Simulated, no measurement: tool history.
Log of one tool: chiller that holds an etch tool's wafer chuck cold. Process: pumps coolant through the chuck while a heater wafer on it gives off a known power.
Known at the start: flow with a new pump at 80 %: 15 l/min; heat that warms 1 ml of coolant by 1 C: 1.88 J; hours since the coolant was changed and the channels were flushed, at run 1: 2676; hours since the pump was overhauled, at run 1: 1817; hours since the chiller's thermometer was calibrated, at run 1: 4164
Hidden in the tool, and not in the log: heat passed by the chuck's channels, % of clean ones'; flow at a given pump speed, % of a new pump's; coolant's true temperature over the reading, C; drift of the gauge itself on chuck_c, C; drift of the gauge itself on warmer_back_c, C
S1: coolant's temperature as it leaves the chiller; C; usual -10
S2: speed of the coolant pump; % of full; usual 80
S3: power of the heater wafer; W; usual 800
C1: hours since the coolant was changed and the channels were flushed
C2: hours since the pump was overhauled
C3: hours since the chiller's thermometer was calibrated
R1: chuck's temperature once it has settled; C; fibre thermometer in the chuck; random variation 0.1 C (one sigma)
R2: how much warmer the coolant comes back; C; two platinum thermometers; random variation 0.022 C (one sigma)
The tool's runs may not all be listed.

run,day,S1,S2,S3,C1,C2,C3,R1,R2
1,0.000,-10,80,800,2676,1817,4164,-3.3,1.80
2,7.504,-10,80,800,2856,1997,4344,-3.3,1.84
3,13.242,-10,80,800,2993,2135,4482,-3.2,1.79
4,17.588,-10,80,800,3098,2239,4586,-3.4,1.81
5,25.138,-10,80,800,3279,2421,4767,-3.0,1.80
6,33.038,-10,80,800,3468,2610,4957,-3.0,1.85
7,37.896,-10,80,800,3585,2727,5073,-3.1,1.85
8,45.412,-10,80,800,3765,2907,5254,-2.9,1.84
9,51.079,-10,80,800,3901,3043,5390,-2.9,1.87
# day 54.746: chiller's thermometer calibrated
10,58.150,-10,80,800,4070,3212,82,-2.5,1.84
11,65.012,-10,80,800,4235,3377,246,-2.4,1.85
12,68.575,-10,80,800,4320,3462,332,-2.4,1.89
13,73.771,-10,80,800,4445,3587,457,-2.3,1.86
14,78.108,-10,80,800,4549,3691,561,-2.3,1.89
15,81.608,-10,88,800,4633,3775,645,-2.8,1.74
16,88.604,-10,88,800,4801,3943,813,-2.8,1.74
17,93.525,-10,88,800,4919,4061,931,-2.8,1.72
18,98.433,-8,85,1197,5037,4179,1048,3.2,2.66
19,104.821,-17,87,1197,5190,4332,1202,-6.0,2.64
20,110.796,-13,80,800,5334,4475,1345,-4.9,1.95
21,118.379,-17,95,580,5516,4657,1527,-11.9,1.13
22,123.900,-14,95,580,5648,4790,1660,-8.8,1.13
23,131.208,-14,95,580,5824,4965,1835,-8.9,1.19
24,138.258,-3,83,1002,5993,5134,2004,7.0,2.38
25,145.062,-10,80,663,6156,5298,2168,-3.0,1.64
26,151.142,-10,80,663,6302,5444,2313,-3.2,1.66
27,154.967,-4,98,440,6394,5535,2405,-0.2,0.89
28,162.838,-7,80,610,6583,5724,2594,-0.5,1.48
29,170.450,-14,91,559,6765,5907,2777,-8.6,1.25
# day 178.288: coolant changed, channels flushed
30,178.288,-13,60,559,0,6089,2959,-7.1,1.84
31,183.867,-13,60,559,134,6223,3093,-7.1,1.78

How the hidden state differs across the entries between the runs, from the last listed run before each to the first after it:
Between runs 9 and 10: chiller's thermometer calibrated (day 54.746)
  heat passed by the chuck's channels, % of clean ones': 84.3 -> 83.6; flow at a given pump speed, % of a new pump's: 92 -> 91.7; coolant's true temperature over the reading, C: -0.23 -> 0.06
  measured less the result without the state, R1: +1.1 -> +1.5 C; R2: +0.15 -> +0.16 C
Between runs 29 and 30: coolant changed, channels flushed (day 178.288)
  heat passed by the chuck's channels, % of clean ones': 72.9 -> 99.9; flow at a given pump speed, % of a new pump's: 85.8 -> 85.4; coolant's true temperature over the reading, C: -0.07 -> -0.08
  measured less the result without the state, R1: +1.8 -> +0.7 C; R2: +0.18 -> +0.27 C
